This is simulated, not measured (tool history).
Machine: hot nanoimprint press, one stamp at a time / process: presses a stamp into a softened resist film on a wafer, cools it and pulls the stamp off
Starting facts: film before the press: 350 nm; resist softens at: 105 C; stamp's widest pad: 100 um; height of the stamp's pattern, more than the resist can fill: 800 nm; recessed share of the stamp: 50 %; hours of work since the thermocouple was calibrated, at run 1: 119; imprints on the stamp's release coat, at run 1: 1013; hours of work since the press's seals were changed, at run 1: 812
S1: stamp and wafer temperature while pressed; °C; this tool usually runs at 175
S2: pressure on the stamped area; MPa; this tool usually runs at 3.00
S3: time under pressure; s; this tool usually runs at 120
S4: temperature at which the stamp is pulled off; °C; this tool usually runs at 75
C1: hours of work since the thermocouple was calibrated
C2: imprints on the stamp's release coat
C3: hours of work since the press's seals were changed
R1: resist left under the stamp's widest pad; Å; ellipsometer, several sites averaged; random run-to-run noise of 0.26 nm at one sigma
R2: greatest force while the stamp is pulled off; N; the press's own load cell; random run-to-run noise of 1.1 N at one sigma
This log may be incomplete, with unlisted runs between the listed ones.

run	hour	S1	S2	S3	S4	C1	C2	C3	R1	R2
1	0.0	175	3.00	120	75	119	1013	812	1780	115
2	26.1	175	3.00	120	75	134	1087	827	1780	115
3	74.1	175	3.00	120	75	161	1224	854	1770	117
4	121.1	175	3.00	120	75	188	1358	881	1770	119
5	155.5	175	3.00	120	75	207	1456	900	1768	117
6	199.6	175	3.00	120	75	232	1582	925	1767	121
7	227.1	175	3.00	120	75	248	1661	941	1768	121
8	263.3	175	3.00	120	75	269	1764	962	1760	123
# hour 272.9: plate thermocouple calibrated
# hour 315.2: stamp cleaned and given a new release coat
9	321.4	175	3.00	120	75	24	17	990	1801	104
10	355.5	175	2.16	120	75	44	115	1009	2011	105
11	402.7	175	2.16	120	75	70	249	1036	2013	106
12	424.4	175	3.00	113	75	83	311	1048	1825	107
13	464.5	175	3.00	113	75	106	426	1071	1820	106
14	491.7	175	3.00	113	75	121	503	1086	1822	110
15	520.1	175	3.00	120	75	137	584	1103	1779	108
16	556.8	176	3.00	120	78	158	689	1123	1707	103
17	590.2	175	2.42	120	76	177	785	1142	1914	109

Predict the results of run 18:
18	613.1	175	2.42	120	76	190	850	1156	?	?

R1: 1916 Å
R2: 111 N
On a tool with no hidden condition, and with the same random variation, this run would have come out at R1 1892 Å, R2 102 N.
